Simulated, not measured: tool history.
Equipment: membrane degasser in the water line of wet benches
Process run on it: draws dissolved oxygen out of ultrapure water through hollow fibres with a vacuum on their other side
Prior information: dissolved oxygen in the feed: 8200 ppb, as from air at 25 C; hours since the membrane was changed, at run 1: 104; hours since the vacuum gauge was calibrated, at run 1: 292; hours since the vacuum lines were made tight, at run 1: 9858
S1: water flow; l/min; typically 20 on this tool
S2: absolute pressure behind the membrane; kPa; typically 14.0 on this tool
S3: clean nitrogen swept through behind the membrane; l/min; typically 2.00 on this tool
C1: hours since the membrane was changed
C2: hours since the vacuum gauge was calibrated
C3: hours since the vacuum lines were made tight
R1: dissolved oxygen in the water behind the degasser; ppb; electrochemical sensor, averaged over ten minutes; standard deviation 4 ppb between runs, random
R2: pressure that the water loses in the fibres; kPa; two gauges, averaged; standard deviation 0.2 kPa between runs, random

run	day	S1	S2	S3	C1	C2	C3	R1	R2
1	0.000	20	14.0	2.00	104	292	9858	392.1	41.81
2	1.383	20	14.0	2.00	137	326	9891	391.9	41.95
3	2.971	20	14.0	2.00	175	364	9929	398.0	42.21
4	4.250	20	14.0	2.00	206	394	9960	401.4	42.25
5	5.629	20	14.0	2.00	239	427	9993	401.3	42.16
6	6.683	31	14.0	2.00	264	453	10018	640.4	65.66
7	8.229	19	14.0	2.00	301	490	10055	371.0	40.10
8	9.642	20	12.6	2.00	335	524	10089	365.7	42.52
9	10.533	28	12.6	2.00	356	545	10110	541.9	59.33
10	11.667	20	14.0	1.35	384	572	10138	494.6	42.41
11	13.538	20	31.4	2.00	428	617	10183	757.8	42.51
12	15.038	20	14.0	2.00	465	653	10219	397.3	42.24
13	16.192	20	14.0	1.19	492	681	10246	544.0	42.60
14	17.908	20	14.0	2.00	533	722	10287	395.1	42.09
15	19.421	20	14.0	2.00	570	758	10324	399.7	42.77
16	20.658	20	14.0	2.17	599	788	10353	385.3	42.82
17	22.488	20	14.0	2.17	643	832	10397	379.0	42.51

Run 18 is up next; what results do you expect?
18	24.354	20	25.7	1.91	688	877	10442	?	?

Run 18 measured R1 661.8 ppb, R2 42.47 kPa.
If the tool had no hidden condition, the same run with the same run-to-run variation would have returned R1 661.5 ppb, R2 41.98 kPa.

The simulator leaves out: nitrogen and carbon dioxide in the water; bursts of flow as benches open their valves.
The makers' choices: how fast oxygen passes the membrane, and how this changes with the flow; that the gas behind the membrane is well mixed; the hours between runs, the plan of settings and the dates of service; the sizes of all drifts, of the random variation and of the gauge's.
